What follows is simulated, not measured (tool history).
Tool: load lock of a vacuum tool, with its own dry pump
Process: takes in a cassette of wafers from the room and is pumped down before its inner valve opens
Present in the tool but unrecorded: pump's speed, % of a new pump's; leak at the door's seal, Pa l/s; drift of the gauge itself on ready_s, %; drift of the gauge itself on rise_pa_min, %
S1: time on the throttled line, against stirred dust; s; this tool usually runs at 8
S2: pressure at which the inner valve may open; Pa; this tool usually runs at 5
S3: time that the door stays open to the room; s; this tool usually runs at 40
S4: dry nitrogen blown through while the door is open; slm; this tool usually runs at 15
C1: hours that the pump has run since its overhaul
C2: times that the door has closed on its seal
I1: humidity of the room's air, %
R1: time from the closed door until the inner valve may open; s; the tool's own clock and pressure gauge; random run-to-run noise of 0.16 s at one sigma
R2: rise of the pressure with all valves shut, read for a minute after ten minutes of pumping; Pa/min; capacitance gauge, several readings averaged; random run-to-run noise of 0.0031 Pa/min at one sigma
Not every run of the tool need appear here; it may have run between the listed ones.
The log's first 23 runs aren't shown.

run 24 hour=2088 | S1=8 S2=5 S3=66 S4=6 | C1=12006 C2=4846 | I1=41.6 | R1=18.1 R2=0.086
run 25 hour=2210.9 | S1=8 S2=5 S3=44 S4=15 | C1=12129 C2=5034 | I1=46.5 | R1=17.9 R2=0.075
run 26 hour=2283 | S1=8 S2=5 S3=40 S4=14 | C1=12201 C2=5144 | I1=47.1 | R1=18.1 R2=0.074
run 27 hour=2376.1 | S1=8 S2=5 S3=40 S4=27 | C1=12294 C2=5287 | I1=42.5 | R1=17.8 R2=0.054
run 28 hour=2431.2 | S1=8 S2=5 S3=41 S4=27 | C1=12349 C2=5371 | I1=49.8 | R1=18 R2=0.058
run 29 hour=2549.5 | S1=6 S2=4 S3=44 S4=34 | C1=12467 C2=5552 | I1=44 | R1=16.8 R2=0.057
run 30 hour=2658.3 | S1=10 S2=7 S3=34 S4=7 | C1=12576 C2=5718 | I1=45.8 | R1=19.1 R2=0.078
run 31 hour=2772.4 | S1=5 S2=5 S3=63 S4=15 | C1=12690 C2=5893 | I1=48.5 | R1=15.8 R2=0.083
run 32 hour=2826.1 | S1=13 S2=4 S3=53 S4=13 | C1=12744 C2=5975 | I1=45.5 | R1=21.8 R2=0.083
run 33 hour=2881.8 | S1=13 S2=4 S3=53 S4=13 | C1=12800 C2=6060 | I1=46.9 | R1=22 R2=0.082
run 34 hour=2972.1 | S1=8 S2=8 S3=29 S4=11 | C1=12890 C2=6198 | I1=46.9 | R1=17.4 R2=0.069
run 35 hour=3047.6 | S1=14 S2=8 S3=29 S4=11 | C1=12965 C2=6314 | I1=43.9 | R1=21.6 R2=0.065
run 36 hour=3163.1 | S1=8 S2=5 S3=34 S4=38 | C1=13081 C2=6490 | I1=43.7 | R1=18 R2=0.051
run 37 hour=3221.9 | S1=8 S2=5 S3=34 S4=38 | C1=13140 C2=6580 | I1=45.2 | R1=18.1 R2=0.04

Each row is a separate what-if for the run after 37, all from the same tool condition, not one after another. Results?
run A hour=3289.8 | S1=4 S2=8 S3=34 S4=4 | C1=13208 C2=6684 | I1=45.2 | R1=? R2=?
run B hour=3289.8 | S1=15 S2=5 S3=40 S4=15 | C1=13208 C2=6684 | I1=44.3 | R1=? R2=?
run C hour=3289.8 | S1=5 S2=6 S3=34 S4=41 | C1=13208 C2=6684 | I1=47.1 | R1=? R2=?
run D hour=3289.8 | S1=8 S2=5 S3=34 S4=11 | C1=13208 C2=6684 | I1=46.8 | R1=? R2=?

run=A R1=14.8 R2=0.084
run=B R1=22.7 R2=0.07
run=C R1=15.6 R2=0.045
run=D R1=18 R2=0.069
The same runs, with their run-to-run variation unchanged, on a tool lacking any hidden condition would have given:
run=A R1=14.7 R2=0.084
run=B R1=22.7 R2=0.07
run=C R1=15.5 R2=0.045
run=D R1=17.9 R2=0.069

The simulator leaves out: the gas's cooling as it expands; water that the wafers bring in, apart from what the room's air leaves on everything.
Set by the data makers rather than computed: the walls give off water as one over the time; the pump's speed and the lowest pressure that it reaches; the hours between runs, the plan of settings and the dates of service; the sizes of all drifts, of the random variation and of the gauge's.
